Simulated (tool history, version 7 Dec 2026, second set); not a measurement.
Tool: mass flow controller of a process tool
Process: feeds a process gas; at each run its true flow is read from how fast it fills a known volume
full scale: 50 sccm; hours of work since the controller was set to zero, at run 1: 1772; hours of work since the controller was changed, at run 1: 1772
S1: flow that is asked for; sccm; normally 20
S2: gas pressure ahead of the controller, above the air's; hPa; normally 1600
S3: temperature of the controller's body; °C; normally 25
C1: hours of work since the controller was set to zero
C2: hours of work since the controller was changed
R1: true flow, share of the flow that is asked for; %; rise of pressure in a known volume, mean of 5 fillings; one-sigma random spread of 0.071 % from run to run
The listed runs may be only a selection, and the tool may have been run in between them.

| run | hour | S1 | S2 | S3 | C1 | C2 | R1 |
|---|---|---|---|---|---|---|---|
| 1 | 0 | 20 | 1600 | 25 | 1772 | 1772 | 99.39 |
| 2 | 89.2 | 20 | 1600 | 25 | 1827 | 1827 | 99.4 |
| 3 | 218.4 | 20 | 1600 | 25 | 1908 | 1908 | 99.37 |
| 4 | 388.9 | 20 | 1600 | 25 | 2014 | 2014 | 99.43 |
| 5 | 564.7 | 20 | 1600 | 25 | 2124 | 2124 | 99.44 |
| 6 | 717 | 20 | 1600 | 25 | 2218 | 2218 | 99.55 |
| 7 | 816.4 | 20 | 1600 | 25 | 2280 | 2280 | 99.44 |
| 8 | 899.4 | 20 | 1600 | 25 | 2332 | 2332 | 99.48 |
| 9 | 1000.2 | 20 | 1600 | 31 | 2395 | 2395 | 98.77 |
| 10 | 1130.7 | 20 | 1600 | 31 | 2476 | 2476 | 98.72 |
| 11 | 1311.5 | 20 | 1600 | 31 | 2589 | 2589 | 98.8 |
| 12 | 1462.8 | 20 | 1600 | 31 | 2683 | 2683 | 98.83 |
| 13 | 1584.4 | 20 | 2250 | 25 | 2759 | 2759 | 99.3 |
| 14 | 1750.7 | 20 | 2250 | 25 | 2863 | 2863 | 99.41 |
| 15 | 1928.9 | 20 | 2250 | 25 | 2974 | 2974 | 99.32 |
| 16 | 2056.6 | 20 | 1600 | 22 | 3053 | 3053 | 99.67 |
| 17 | 2147.4 | 20 | 1600 | 25 | 3110 | 3110 | 99.49 |
| 18 | 2349.3 | 20 | 1600 | 25 | 3236 | 3236 | 99.35 |
| 19 | 2514 | 20 | 1600 | 25 | 3339 | 3339 | 99.38 |
| 20 | 2675.4 | 20 | 1600 | 25 | 3439 | 3439 | 99.53 |
| 21 | 2837.7 | 20 | 1600 | 25 | 3540 | 3540 | 99.44 |
| 22 | 3023.7 | 14 | 1600 | 25 | 3656 | 3656 | 99.3 |
| 23 | 3193.1 | 14 | 1600 | 25 | 3762 | 3762 | 99.35 |
| 24 | 3356.1 | 8 | 1610 | 22 | 3863 | 3863 | 99.51 |
| 25 | 3468.9 | 20 | 2630 | 25 | 3934 | 3934 | 99.47 |
| 26 | 3633.6 | 20 | 2630 | 25 | 4037 | 4037 | 99.28 |
| 27 | 3737.7 | 25 | 1600 | 26 | 4101 | 4101 | 99.38 |
|  | 3747 | controller's zero set anew |
| 28 | 3938.2 | 25 | 1600 | 26 | 119 | 4226 | 99.34 |
| 29 | 4117.2 | 25 | 1600 | 33 | 231 | 4338 | 98.57 |
| 30 | 4201.9 | 8 | 1590 | 34 | 284 | 4390 | 98.17 |
| 31 | 4359.1 | 8 | 1560 | 25 | 382 | 4488 | 99.26 |
| 32 | 4511 | 10 | 2250 | 34 | 476 | 4583 | 98.08 |
| 33 | 4691.2 | 12 | 1440 | 30 | 589 | 4695 | 98.81 |
| 34 | 4779.6 | 12 | 1440 | 30 | 644 | 4751 | 98.71 |
| 35 | 4942.3 | 12 | 1440 | 30 | 745 | 4852 | 98.76 |
| 36 | 5118.5 | 35 | 1440 | 26 | 855 | 4962 | 99.66 |
| 37 | 5290.2 | 16 | 2200 | 40 | 962 | 5069 | 97.46 |
| 38 | 5421.5 | 6 | 1860 | 28 | 1044 | 5151 | 98.67 |
| 39 | 5515.5 | 20 | 2380 | 24 | 1102 | 5209 | 99.48 |
| 40 | 5621.4 | 20 | 2380 | 24 | 1168 | 5275 | 99.5 |
| 41 | 5727.3 | 20 | 1600 | 22 | 1234 | 5341 | 99.8 |

Hidden state at the last listed run before each entry between runs and at the first one after, where it differs:
Between runs 27 and 28: controller's zero set anew (hour 3747)
  flow at rest that the sensor doesn't see, % of full scale: 0.004 -> 0
